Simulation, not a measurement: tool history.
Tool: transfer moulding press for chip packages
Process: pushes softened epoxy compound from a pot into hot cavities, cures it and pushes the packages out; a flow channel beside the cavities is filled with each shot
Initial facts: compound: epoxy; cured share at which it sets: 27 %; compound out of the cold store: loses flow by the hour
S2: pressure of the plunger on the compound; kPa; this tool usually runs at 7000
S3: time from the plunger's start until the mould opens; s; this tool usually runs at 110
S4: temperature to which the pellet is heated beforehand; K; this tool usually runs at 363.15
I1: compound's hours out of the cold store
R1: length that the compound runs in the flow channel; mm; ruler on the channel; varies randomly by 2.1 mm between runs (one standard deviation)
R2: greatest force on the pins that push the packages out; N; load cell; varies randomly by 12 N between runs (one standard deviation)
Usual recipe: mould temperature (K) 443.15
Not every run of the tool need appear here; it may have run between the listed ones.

Run 1, hour 0: usual settings; I1 35.6. Result: R1 582 mm, R2 936 N.
At hour 7.1: plunger's sealing rings changed.
Run 2, hour 11.6: usual settings but S4 364.15 K; I1 20.1. Result: R1 651 mm, R2 1029 N.
Run 3, hour 20.6: usual settings but S4 368.15 K; I1 28.5. Result: R1 623 mm, R2 1018 N.
Run 4, hour 30.6: usual settings but S2 5700 kPa; I1 12.9. Result: R1 604 mm, R2 1139 N.
Run 5, hour 35.9: usual settings but S4 367.15 K; I1 32.5. Result: R1 615 mm, R2 1015 N.
Run 6, hour 43.4: usual settings but mould temperature (K) 451.15; I1 10.2. Result: R1 656 mm, R2 805 N.
Run 7, hour 51.1: usual settings; I1 42.1. Result: R1 586 mm, R2 1081 N.
Run 8, hour 56.8: usual settings; I1 28.4. Result: R1 622 mm, R2 1139 N.
Run 9, hour 61.2: usual settings; I1 18.4. Result: R1 652 mm, R2 1178 N.
Run 10, hour 65.3: usual settings; I1 36.6. Result: R1 600 mm, R2 1136 N.
Run 11, hour 72.2: usual settings but S3 139 s; I1 41.1. Result: R1 591 mm, R2 886 N.
Run 12, hour 77.7: usual settings but S3 139 s; I1 43.7. Result: R1 584 mm, R2 877 N.
Run 13, hour 84.4: usual settings but S3 139 s, S4 354.15 K; I1 18.2. Result: R1 651 mm, R2 874 N.
Run 14, hour 88.6: usual settings but mould temperature (K) 450.15; I1 22.8. Result: R1 617 mm, R2 865 N.
Run 15, hour 94.5: usual settings but mould temperature (K) 450.15, S2 6380 kPa, S4 368.15 K; I1 26.2. Result: R1 582 mm, R2 897 N.
At hour 103.3: cavities cleaned with cleaning compound and waxed.
Run 16, hour 105.3: usual settings but mould temperature (K) 437.15, S2 6380 kPa, S4 359.15 K; I1 42.4. Result: R1 570 mm, R2 2097 N.
Run 17, hour 115.1: usual settings but mould temperature (K) 448.15, S3 102 s; I1 38.8. Result: R1 578 mm, R2 1264 N.
At hour 118.7: cavities cleaned with cleaning compound and waxed, once more.
Run 18, hour 124.9: usual settings but mould temperature (K) 448.15, S3 95 s; I1 11.9. Result: R1 657 mm, R2 670 N.
Run 19, hour 129.4: usual settings but mould temperature (K) 444.15, S2 5800 kPa, S3 102 s, S4 357.15 K; I1 22.3. Result: R1 577 mm, R2 791 N.
Run 20, hour 136: usual settings but mould temperature (K) 444.15, S2 5800 kPa, S3 102 s, S4 357.15 K; I1 29.5. Result: R1 556 mm, R2 853 N.
Run 21, hour 141.4: usual settings but S2 6160 kPa; I1 12.9. Result: R1 620 mm, R2 842 N.
Run 22, hour 146.7: usual settings but S2 6160 kPa; I1 47.7. Result: R1 533 mm, R2 805 N.
Run 23, hour 152.3: usual settings but S3 129 s, S4 370.15 K; I1 18.3. Result: R1 643 mm, R2 712 N.
Run 24, hour 159.3: usual settings but mould temperature (K) 442.15, S3 102 s; I1 23.6. Result: R1 636 mm, R2 1174 N.
Run 25, hour 167.7: usual settings but mould temperature (K) 442.15, S2 6450 kPa, S3 98 s; I1 44.6. Result: R1 551 mm, R2 1244 N.

What if the next run were any one of these 4? Each begins from the tool's condition after run 25:
Run A, hour 175.9: usual settings but mould temperature (K) 450.15, S2 7110 kPa; I1 19.6. Result: R1 ?, R2 ?.
Run B, hour 175.9: usual settings but mould temperature (K) 446.15, S2 6080 kPa, S3 123 s; I1 8.1. Result: R1 ?, R2 ?.
Run C, hour 175.9: usual settings but mould temperature (K) 442.15, S2 8100 kPa, S3 139 s; I1 44. Result: R1 ?, R2 ?.
Run D, hour 175.9: usual settings but S4 359.15 K; I1 37.4. Result: R1 ?, R2 ?.

run   R1   R2
  A  626  731
  B  619  748
  C  621  749
  D  592  984
Take away the tool's hidden state, keep each run's random variation, and the runs would have read:
run   R1   R2
  A  637  446
  B  631  455
  C  632  458
  D  603  601

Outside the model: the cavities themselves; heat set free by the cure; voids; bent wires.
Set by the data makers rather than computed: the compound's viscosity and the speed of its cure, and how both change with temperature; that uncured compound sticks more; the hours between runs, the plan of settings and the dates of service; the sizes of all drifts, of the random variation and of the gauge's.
